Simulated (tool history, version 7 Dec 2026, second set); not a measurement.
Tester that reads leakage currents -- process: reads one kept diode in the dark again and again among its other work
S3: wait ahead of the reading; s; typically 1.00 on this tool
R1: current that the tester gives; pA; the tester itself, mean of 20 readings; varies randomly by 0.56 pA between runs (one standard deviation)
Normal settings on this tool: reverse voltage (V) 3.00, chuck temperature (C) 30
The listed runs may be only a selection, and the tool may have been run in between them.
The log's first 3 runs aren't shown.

run 4 hour=125.6 | reverse_voltage_(V)=3.00 chuck_temperature_(C)=30 S3=1.00 | R1=190.73
run 5 hour=178.0 | reverse_voltage_(V)=3.00 chuck_temperature_(C)=30 S3=1.00 | R1=191.52
run 6 hour=213.5 | reverse_voltage_(V)=3.00 chuck_temperature_(C)=30 S3=1.00 | R1=190.98
run 7 hour=245.2 | reverse_voltage_(V)=3.00 chuck_temperature_(C)=30 S3=1.00 | R1=191.54
run 8 hour=306.5 | reverse_voltage_(V)=3.00 chuck_temperature_(C)=30 S3=1.00 | R1=191.28
run 9 hour=342.2 | reverse_voltage_(V)=3.00 chuck_temperature_(C)=56 S3=1.00 | R1=1236.62
run 10 hour=389.8 | reverse_voltage_(V)=3.00 chuck_temperature_(C)=56 S3=1.00 | R1=1227.37
run 11 hour=417.6 | reverse_voltage_(V)=3.00 chuck_temperature_(C)=56 S3=1.00 | R1=1232.82
run 12 hour=468.0 | reverse_voltage_(V)=1.30 chuck_temperature_(C)=30 S3=1.00 | R1=133.48
run 13 hour=514.4 | reverse_voltage_(V)=1.30 chuck_temperature_(C)=30 S3=1.00 | R1=133.65
run 14 hour=559.4 | reverse_voltage_(V)=3.00 chuck_temperature_(C)=30 S3=1.00 | R1=189.99
run 15 hour=588.9 | reverse_voltage_(V)=3.00 chuck_temperature_(C)=30 S3=2.61 | R1=189.47
run 16 hour=623.6 | reverse_voltage_(V)=3.00 chuck_temperature_(C)=30 S3=2.61 | R1=190.15
-- hour=654.5 probe card cleaned and baked
run 17 hour=685.9 | reverse_voltage_(V)=3.00 chuck_temperature_(C)=30 S3=2.61 | R1=184.20
run 18 hour=742.7 | reverse_voltage_(V)=3.00 chuck_temperature_(C)=30 S3=2.61 | R1=182.86
run 19 hour=769.7 | reverse_voltage_(V)=13.64 chuck_temperature_(C)=30 S3=1.00 | R1=337.16
run 20 hour=825.4 | reverse_voltage_(V)=13.64 chuck_temperature_(C)=30 S3=1.00 | R1=339.74
run 21 hour=877.5 | reverse_voltage_(V)=13.64 chuck_temperature_(C)=30 S3=1.00 | R1=339.95
run 22 hour=918.6 | reverse_voltage_(V)=11.05 chuck_temperature_(C)=46 S3=3.06 | R1=1024.67
run 23 hour=949.9 | reverse_voltage_(V)=3.00 chuck_temperature_(C)=47 S3=7.16 | R1=648.27
run 24 hour=1009.0 | reverse_voltage_(V)=2.96 chuck_temperature_(C)=30 S3=6.52 | R1=181.51
run 25 hour=1064.2 | reverse_voltage_(V)=2.96 chuck_temperature_(C)=46 S3=0.57 | R1=598.99
run 26 hour=1095.4 | reverse_voltage_(V)=2.96 chuck_temperature_(C)=46 S3=0.57 | R1=601.50

Run 27, settings as shown, results not yet in. Your forecast:
run 27 hour=1123.2 | reverse_voltage_(V)=2.96 chuck_temperature_(C)=46 S3=0.57 | R1=?

For run 27 the tool returned R1 601.21 pA.
Without the tool's hidden state the same run would have given R1 619.15 pA.

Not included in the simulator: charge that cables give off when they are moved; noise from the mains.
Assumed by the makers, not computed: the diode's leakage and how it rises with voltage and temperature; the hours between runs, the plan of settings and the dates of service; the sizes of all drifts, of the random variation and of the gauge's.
